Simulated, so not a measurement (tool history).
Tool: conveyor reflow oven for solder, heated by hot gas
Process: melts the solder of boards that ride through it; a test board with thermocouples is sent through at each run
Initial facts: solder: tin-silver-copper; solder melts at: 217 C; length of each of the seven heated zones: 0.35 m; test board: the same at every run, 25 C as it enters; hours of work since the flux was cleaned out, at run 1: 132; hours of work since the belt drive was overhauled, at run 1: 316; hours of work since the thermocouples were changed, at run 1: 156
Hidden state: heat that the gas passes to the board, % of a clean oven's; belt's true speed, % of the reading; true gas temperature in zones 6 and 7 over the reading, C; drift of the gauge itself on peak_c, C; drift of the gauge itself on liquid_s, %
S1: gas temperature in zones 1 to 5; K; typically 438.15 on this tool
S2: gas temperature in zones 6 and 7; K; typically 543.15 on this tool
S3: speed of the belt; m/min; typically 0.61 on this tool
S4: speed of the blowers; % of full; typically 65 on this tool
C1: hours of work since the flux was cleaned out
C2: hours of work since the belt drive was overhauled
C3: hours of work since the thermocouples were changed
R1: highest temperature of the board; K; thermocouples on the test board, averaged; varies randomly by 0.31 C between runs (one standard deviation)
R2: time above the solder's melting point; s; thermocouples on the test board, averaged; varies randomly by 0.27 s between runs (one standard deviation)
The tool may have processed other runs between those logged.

run	day	S1	S2	S3	S4	C1	C2	C3	R1	R2
1	0	438.15	543.15	0.61	65	132	316	156	522.65	46.2
2	0.879	438.15	543.15	0.61	65	143	327	166	522.55	46.9
3	1.479	438.15	543.15	0.592	65	150	334	174	523.85	48.7
4	2.242	438.15	543.15	0.592	65	160	344	183	523.65	49.1
5	2.988	442.15	543.15	0.61	65	169	353	192	522.85	48
6	3.492	442.15	543.15	0.61	65	175	359	199	523.55	47.8
7	4.067	438.15	543.15	0.61	65	182	366	206	523.05	46
8	4.788	438.15	543.15	0.61	65	191	375	215	522.15	46.2
9	5.425	438.15	543.15	0.61	65	199	383	222	522.85	45.9
10	6.175	438.15	557.15	0.61	65	208	392	232	534.15	53.6
11	6.817	438.15	557.15	0.727	65	216	400	240	525.45	40
12	7.7	438.15	557.15	0.727	65	227	411	250	525.45	39.9
13	8.621	438.15	557.15	0.727	65	239	422	262	525.75	39.1
14	9.529	438.15	557.15	0.727	65	250	433	273	525.35	39.5
# day 10.3: flux residue cleaned out of gas plates and filters
15	10.758	438.15	557.15	0.727	65	6	446	286	528.05	41.5
16	11.312	438.15	557.15	0.727	65	12	453	292	528.85	40.8
17	12.238	438.15	543.15	0.591	65	24	464	304	524.95	50.5
18	12.667	438.15	543.15	0.543	71	29	470	309	529.55	59.7
19	13.288	438.15	543.15	0.543	71	37	477	317	530.45	59.5
20	14.021	438.15	542.15	0.627	65	46	486	326	522.15	44.6
21	14.933	438.15	542.15	0.627	65	57	497	337	522.35	44.9
22	15.646	438.15	536.15	0.61	65	66	506	346	517.75	42.9
23	16.246	449.15	536.15	0.614	65	73	514	353	519.45	47.7
24	16.996	428.15	543.15	0.61	51	83	523	362	514.85	35.9
25	17.775	428.15	543.15	0.61	51	92	533	372	514.35	35.8
26	18.371	448.15	540.15	0.61	65	99	540	379	523.35	50.5
27	19.362	448.15	540.15	0.61	65	112	552	392	522.95	50.9
28	20.254	434.15	534.15	0.569	62	123	563	403	516.05	43.7
29	20.946	438.15	536.15	0.721	62	131	572	411	509.55	27.5
30	21.433	438.15	536.15	0.721	62	137	578	417	509.45	27.6

How the hidden state differs across the entries between the runs, from the last listed run before each to the first after it:
After run 14, before run 15: flux residue cleaned out of gas plates and filters (day 10.3)
  heat that the gas passes to the board, % of a clean oven's: 91.7 -> 99.4; belt's true speed, % of the reading: 98.93 -> 98.9; true gas temperature in zones 6 and 7 over the reading, C: 0.46 -> 0.48
  difference, measured minus the result without the unlogged condition, R1: -2.1 -> +0.7 K; R2: -1.1 -> +0.9 s

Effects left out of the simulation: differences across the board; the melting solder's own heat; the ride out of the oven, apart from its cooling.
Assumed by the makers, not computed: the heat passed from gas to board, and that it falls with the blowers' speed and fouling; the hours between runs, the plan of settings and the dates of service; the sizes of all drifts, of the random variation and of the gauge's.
